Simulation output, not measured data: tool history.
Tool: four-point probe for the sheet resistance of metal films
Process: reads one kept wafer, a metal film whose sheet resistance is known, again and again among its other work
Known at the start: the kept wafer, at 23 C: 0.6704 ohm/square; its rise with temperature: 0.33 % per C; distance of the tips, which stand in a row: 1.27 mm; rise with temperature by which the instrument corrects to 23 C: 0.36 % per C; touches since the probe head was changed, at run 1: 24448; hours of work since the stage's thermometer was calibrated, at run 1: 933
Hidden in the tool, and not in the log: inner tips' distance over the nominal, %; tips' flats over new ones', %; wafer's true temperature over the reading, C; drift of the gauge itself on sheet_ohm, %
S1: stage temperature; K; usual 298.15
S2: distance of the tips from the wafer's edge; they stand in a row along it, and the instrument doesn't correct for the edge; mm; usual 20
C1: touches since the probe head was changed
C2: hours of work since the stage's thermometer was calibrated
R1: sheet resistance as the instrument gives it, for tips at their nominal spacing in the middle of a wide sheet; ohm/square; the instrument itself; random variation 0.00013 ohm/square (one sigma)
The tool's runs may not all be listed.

| run | hour | S1 | S2 | C1 | C2 | R1 |
|---|---|---|---|---|---|---|
| 1 | 0.0 | 298.15 | 20 | 24448 | 933 | 0.672201 |
| 2 | 45.7 | 298.15 | 30 | 25536 | 965 | 0.671855 |
| 3 | 82.5 | 298.15 | 20 | 26411 | 991 | 0.672269 |
| 4 | 108.3 | 298.15 | 20 | 27025 | 1009 | 0.672552 |
| 5 | 145.3 | 298.15 | 20 | 27903 | 1034 | 0.672352 |
| 6 | 179.2 | 298.15 | 20 | 28710 | 1058 | 0.672447 |
| 7 | 220.1 | 298.15 | 20 | 29683 | 1087 | 0.672332 |
| 8 | 252.5 | 298.15 | 20 | 30455 | 1109 | 0.672312 |
| 9 | 288.7 | 298.15 | 41 | 31315 | 1135 | 0.671095 |
| 10 | 329.9 | 298.15 | 20 | 32295 | 1163 | 0.672318 |
|  | 333.2 | stage's thermometer calibrated |
| 11 | 354.1 | 298.15 | 20 | 32859 | 15 | 0.672631 |
| 12 | 400.1 | 298.15 | 20 | 33953 | 47 | 0.672482 |
| 13 | 425.3 | 298.15 | 20 | 34552 | 64 | 0.672217 |
| 14 | 449.2 | 298.15 | 20 | 35122 | 81 | 0.672687 |
| 15 | 476.3 | 298.15 | 4 | 35765 | 100 | 0.705163 |
|  | 503.5 | stage's thermometer calibrated, once more |
| 16 | 513.7 | 298.15 | 4 | 36643 | 7 | 0.704743 |
| 17 | 554.9 | 297.15 | 3 | 37623 | 36 | 0.728651 |
| 18 | 598.6 | 298.15 | 16 | 38662 | 66 | 0.672318 |
| 19 | 627.3 | 298.15 | 16 | 39346 | 87 | 0.672079 |
| 20 | 647.4 | 292.15 | 67 | 39824 | 101 | 0.671544 |
| 21 | 668.3 | 292.15 | 12 | 40321 | 115 | 0.675306 |
| 22 | 699.2 | 292.15 | 12 | 41057 | 137 | 0.675448 |
| 23 | 737.4 | 301.15 | 35 | 41964 | 164 | 0.669583 |
| 24 | 769.3 | 302.15 | 3 | 42722 | 186 | 0.727821 |
| 25 | 798.4 | 305.15 | 5 | 43414 | 206 | 0.690853 |
| 26 | 837.5 | 292.15 | 21 | 44346 | 234 | 0.672578 |
| 27 | 858.6 | 301.15 | 67 | 44847 | 248 | 0.669427 |
| 28 | 895.4 | 298.15 | 19 | 45723 | 274 | 0.671512 |
| 29 | 922.2 | 296.15 | 45 | 46360 | 293 | 0.670536 |
| 30 | 949.0 | 296.15 | 45 | 46998 | 312 | 0.670107 |
| 31 | 984.8 | 296.15 | 45 | 47850 | 337 | 0.670282 |
| 32 | 1012.0 | 303.15 | 8 | 48496 | 356 | 0.677534 |

How the hidden state differs across the entries between the runs, from the last listed run before each to the first after it:
Between runs 10 and 11: stage's thermometer calibrated (hour 333.2)
  inner tips' distance over the nominal, %: 0.03 -> 0.027; tips' flats over new ones', %: 9 -> 10; wafer's true temperature over the reading, C: 0.26 -> 0.41
  measured less the result without the state, R1: +0.000783 -> +0.001083 ohm/square
Between runs 15 and 16: stage's thermometer calibrated, once more (hour 503.5)
  inner tips' distance over the nominal, %: 0.007 -> 0.002; wafer's true temperature over the reading, C: 0.43 -> 0.09
  measured less the result without the state, R1: +0.001031 -> +0.000210 ohm/square

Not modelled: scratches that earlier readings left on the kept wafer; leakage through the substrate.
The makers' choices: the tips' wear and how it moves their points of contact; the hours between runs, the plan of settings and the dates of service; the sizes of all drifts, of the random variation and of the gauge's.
